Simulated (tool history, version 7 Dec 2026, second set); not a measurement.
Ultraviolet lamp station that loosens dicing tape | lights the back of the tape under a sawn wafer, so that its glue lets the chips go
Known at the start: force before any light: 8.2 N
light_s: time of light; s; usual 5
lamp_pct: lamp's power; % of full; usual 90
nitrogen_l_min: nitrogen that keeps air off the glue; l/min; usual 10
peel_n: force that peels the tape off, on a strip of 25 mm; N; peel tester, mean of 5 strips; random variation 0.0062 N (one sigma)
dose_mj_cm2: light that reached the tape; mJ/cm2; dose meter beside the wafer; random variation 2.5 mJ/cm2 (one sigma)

Run 1, hour 0.0: usual settings. Result: peel_n 0.259 N, dose_mj_cm2 263 mJ/cm2.
Run 2, hour 16.5: usual settings. Result: peel_n 0.268 N, dose_mj_cm2 263 mJ/cm2.
Run 3, hour 25.1: usual settings. Result: peel_n 0.268 N, dose_mj_cm2 264 mJ/cm2.
Run 4, hour 34.6: usual settings but lamp_pct 96 % of full. Result: peel_n 0.228 N, dose_mj_cm2 276 mJ/cm2.
Run 5, hour 52.1: usual settings but lamp_pct 94 % of full. Result: peel_n 0.242 N, dose_mj_cm2 271 mJ/cm2.
Run 6, hour 69.9: usual settings but light_s 2 s, lamp_pct 94 % of full. Result: peel_n 1.779 N, dose_mj_cm2 111 mJ/cm2.
Run 7, hour 81.5: usual settings but light_s 2 s, lamp_pct 94 % of full. Result: peel_n 2.018 N, dose_mj_cm2 99 mJ/cm2.
Run 8, hour 95.4: usual settings but light_s 10 s. Result: peel_n 0.093 N, dose_mj_cm2 475 mJ/cm2.
Run 9, hour 108.6: usual settings but nitrogen_l_min 6 l/min. Result: peel_n 0.479 N, dose_mj_cm2 238 mJ/cm2.
Run 10, hour 119.4: usual settings but nitrogen_l_min 6 l/min. Result: peel_n 0.508 N, dose_mj_cm2 233 mJ/cm2.
Run 11, hour 131.7: usual settings but nitrogen_l_min 6 l/min. Result: peel_n 0.482 N, dose_mj_cm2 232 mJ/cm2.
Run 12, hour 147.5: usual settings but nitrogen_l_min 4 l/min. Result: peel_n 0.654 N, dose_mj_cm2 232 mJ/cm2.
Run 13, hour 161.5: usual settings but nitrogen_l_min 4 l/min. Result: peel_n 0.396 N, dose_mj_cm2 286 mJ/cm2.
Run 14, hour 174.4: usual settings. Result: peel_n 0.221 N, dose_mj_cm2 287 mJ/cm2.
Run 15, hour 186.1: usual settings but light_s 3 s. Result: peel_n 0.795 N, dose_mj_cm2 169 mJ/cm2.
Run 16, hour 203.3: usual settings but light_s 3 s. Result: peel_n 0.791 N, dose_mj_cm2 169 mJ/cm2.
Run 17, hour 211.0: usual settings. Result: peel_n 0.223 N, dose_mj_cm2 278 mJ/cm2.
Run 18, hour 228.7: usual settings. Result: peel_n 0.220 N, dose_mj_cm2 276 mJ/cm2.
Run 19, hour 239.4: usual settings but lamp_pct 83 % of full. Result: peel_n 0.298 N, dose_mj_cm2 256 mJ/cm2.
Run 20, hour 257.3: usual settings but lamp_pct 89 % of full. Result: peel_n 0.237 N, dose_mj_cm2 270 mJ/cm2.
Run 21, hour 267.5: usual settings but light_s 8 s. Result: peel_n 0.092 N, dose_mj_cm2 436 mJ/cm2.
Run 22, hour 276.2: usual settings but light_s 8 s. Result: peel_n 0.098 N, dose_mj_cm2 438 mJ/cm2.
Run 23, hour 286.2: usual settings but light_s 8 s. Result: peel_n 0.094 N, dose_mj_cm2 435 mJ/cm2.
Run 24, hour 303.7: usual settings but lamp_pct 68 % of full. Result: peel_n 0.506 N, dose_mj_cm2 205 mJ/cm2.
Run 25, hour 316.5: usual settings but light_s 3 s, lamp_pct 77 % of full, nitrogen_l_min 18 l/min. Result: peel_n 0.963 N, dose_mj_cm2 139 mJ/cm2.
Run 26, hour 327.7: usual settings but light_s 6 s, lamp_pct 88 % of full, nitrogen_l_min 4 l/min. Result: peel_n 0.291 N, dose_mj_cm2 320 mJ/cm2.
Run 27, hour 342.3: usual settings but light_s 6 s, lamp_pct 88 % of full, nitrogen_l_min 4 l/min. Result: peel_n 0.287 N, dose_mj_cm2 316 mJ/cm2.
Run 28, hour 352.2: usual settings but light_s 6 s, lamp_pct 94 % of full, nitrogen_l_min 5 l/min. Result: peel_n 0.211 N, dose_mj_cm2 341 mJ/cm2.
Run 29, hour 363.0: usual settings but light_s 4 s, lamp_pct 64 % of full, nitrogen_l_min 5 l/min. Result: peel_n 1.331 N, dose_mj_cm2 151 mJ/cm2.
Run 30, hour 378.6: usual settings but light_s 6 s, lamp_pct 89 % of full, nitrogen_l_min 3 l/min. Result: peel_n 0.343 N, dose_mj_cm2 319 mJ/cm2.
Run 31, hour 387.8: usual settings but light_s 6 s, lamp_pct 89 % of full, nitrogen_l_min 11 l/min. Result: peel_n 0.157 N, dose_mj_cm2 319 mJ/cm2.
Run 32, hour 396.1: usual settings but light_s 6 s, lamp_pct 89 % of full, nitrogen_l_min 11 l/min. Result: peel_n 0.159 N, dose_mj_cm2 312 mJ/cm2.
Run 33, hour 403.5: usual settings but light_s 8 s. Result: peel_n 0.099 N, dose_mj_cm2 425 mJ/cm2.
Run 34, hour 413.2: usual settings but light_s 7 s, lamp_pct 79 % of full, nitrogen_l_min 18 l/min. Result: peel_n 0.125 N, dose_mj_cm2 326 mJ/cm2.
Run 35, hour 430.2: usual settings but light_s 7 s, lamp_pct 79 % of full, nitrogen_l_min 18 l/min. Result: peel_n 0.122 N, dose_mj_cm2 322 mJ/cm2.
Run 36, hour 440.3: usual settings but light_s 7 s, lamp_pct 79 % of full, nitrogen_l_min 18 l/min. Result: peel_n 0.129 N, dose_mj_cm2 321 mJ/cm2.
Run 37, hour 455.5: usual settings but light_s 4 s, lamp_pct 79 % of full, nitrogen_l_min 7 l/min. Result: peel_n 0.780 N, dose_mj_cm2 187 mJ/cm2.
Run 38, hour 470.3: usual settings but light_s 4 s, lamp_pct 79 % of full, nitrogen_l_min 7 l/min. Result: peel_n 0.805 N, dose_mj_cm2 185 mJ/cm2.
Run 39, hour 482.2: usual settings but light_s 4 s, lamp_pct 69 % of full, nitrogen_l_min 7 l/min. Result: peel_n 1.064 N, dose_mj_cm2 160 mJ/cm2.
Run 40, hour 497.3: usual settings but lamp_pct 68 % of full, nitrogen_l_min 8 l/min. Result: peel_n 0.633 N, dose_mj_cm2 196 mJ/cm2.
Run 41, hour 509.7: usual settings but lamp_pct 92 % of full. Result: peel_n 0.263 N, dose_mj_cm2 263 mJ/cm2.
Run 42, hour 520.6: usual settings but lamp_pct 92 % of full. Result: peel_n 0.262 N, dose_mj_cm2 261 mJ/cm2.
Run 43, hour 537.5: usual settings but lamp_pct 92 % of full. Result: peel_n 0.253 N, dose_mj_cm2 263 mJ/cm2.

Taken out of this log: 2 entries between the listed runs. Where each belongs, and how the hidden state differs across it:
Between runs 6 and 7: window cleaned of glue's vapour (hour 75.6)
  lamp's light, % of a new lamp's: 95 -> 94.9; light that the window lets through, % of a clean one's: 89.4 -> 82.2
  measured less the result without the state, peel_n: +0.406 -> +0.642 N; dose_mj_cm2: -19 -> -28 mJ/cm2
Between runs 12 and 13: window cleaned of glue's vapour, once more (hour 161.4)
  lamp's light, % of a new lamp's: 94 -> 93.8; light that the window lets through, % of a clean one's: 81.4 -> 99.2
  measured less the result without the state, peel_n: +0.321 -> +0.067 N; dose_mj_cm2: -72 -> -21 mJ/cm2

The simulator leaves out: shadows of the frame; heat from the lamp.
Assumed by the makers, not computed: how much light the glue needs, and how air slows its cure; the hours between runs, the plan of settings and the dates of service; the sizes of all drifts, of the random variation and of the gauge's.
